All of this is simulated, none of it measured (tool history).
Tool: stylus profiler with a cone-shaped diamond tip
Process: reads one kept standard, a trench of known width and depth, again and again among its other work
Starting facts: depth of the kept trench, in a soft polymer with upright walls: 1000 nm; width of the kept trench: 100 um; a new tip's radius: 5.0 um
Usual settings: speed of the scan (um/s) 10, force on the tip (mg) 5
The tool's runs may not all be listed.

| run | day | speed of the scan (um/s) | force on the tip (mg) | depth of the trench (Å) | width of the trench's floor (um) |
|---|---|---|---|---|---|
| 1 | 0 | 10 | 5 | 10226.4 | 93.66 |
| 2 | 0.65 | 10 | 5 | 10220.9 | 93.67 |
| 3 | 1.438 | 10 | 10.66 | 10371.3 | 93.72 |
| 4 | 2.058 | 10 | 5 | 10224.1 | 93.64 |
| 5 | 2.671 | 10 | 1.77 | 10116.7 | 93.65 |
| 6 | 3.092 | 10 | 14.52 | 10450.9 | 93.62 |
| 7 | 3.75 | 10 | 14.52 | 10453.4 | 93.69 |
| 8 | 4.179 | 10 | 14.52 | 10449.5 | 93.65 |
| 9 | 4.65 | 10 | 9.51 | 10341.4 | 93.66 |
| 10 | 5.271 | 10 | 4.93 | 10219.8 | 93.66 |
| 11 | 5.671 | 10 | 4.93 | 10226.8 | 93.67 |
| 12 | 6.042 | 10 | 4.93 | 10225.7 | 93.65 |
| 13 | 6.571 | 10 | 4.93 | 10220.7 | 93.64 |
| 14 | 7.354 | 10 | 4.93 | 10224.1 | 93.65 |
|  | 7.442 | height scale calibrated on a step standard |
| 15 | 7.717 | 10 | 4.93 | 10229.1 | 93.6 |
| 16 | 8.467 | 10 | 4.93 | 10225.3 | 93.63 |
| 17 | 9.079 | 10 | 4.93 | 10225.1 | 93.57 |
|  | 9.354 | height scale calibrated on a step standard, once more |
| 18 | 9.733 | 10 | 3.98 | 10184.9 | 93.61 |
| 19 | 10.258 | 10 | 3.98 | 10184.9 | 93.58 |
| 20 | 10.921 | 10 | 3.98 | 10187.4 | 93.58 |
| 21 | 11.438 | 10 | 10.69 | 10366.3 | 93.54 |
| 22 | 12.008 | 10 | 10.69 | 10362.9 | 93.57 |
| 23 | 12.433 | 10 | 10.69 | 10359.6 | 93.52 |
| 24 | 13.167 | 19 | 12.23 | 10394.3 | 93.56 |
| 25 | 13.5 | 19 | 12.23 | 10395.2 | 93.57 |
| 26 | 14.088 | 3 | 2.66 | 10141.9 | 93.58 |
| 27 | 14.825 | 3 | 2.66 | 10147 | 93.59 |
| 28 | 15.225 | 33 | 5 | 10222.4 | 93.41 |
| 29 | 15.842 | 33 | 5 | 10219.2 | 93.46 |
| 30 | 16.442 | 33 | 12.27 | 10395.2 | 93.46 |
| 31 | 17.112 | 4 | 12.27 | 10402.4 | 93.55 |

The next listed run, before its measurement:
| 32 | 17.533 | 3 | 4.61 | ? | ? |

depth of the trench (Å): 10210.1
width of the trench's floor (um): 93.54
Had the tool carried no hidden state, the very same run would have given depth of the trench (Å) 10208.3, width of the trench's floor (um) 93.98.

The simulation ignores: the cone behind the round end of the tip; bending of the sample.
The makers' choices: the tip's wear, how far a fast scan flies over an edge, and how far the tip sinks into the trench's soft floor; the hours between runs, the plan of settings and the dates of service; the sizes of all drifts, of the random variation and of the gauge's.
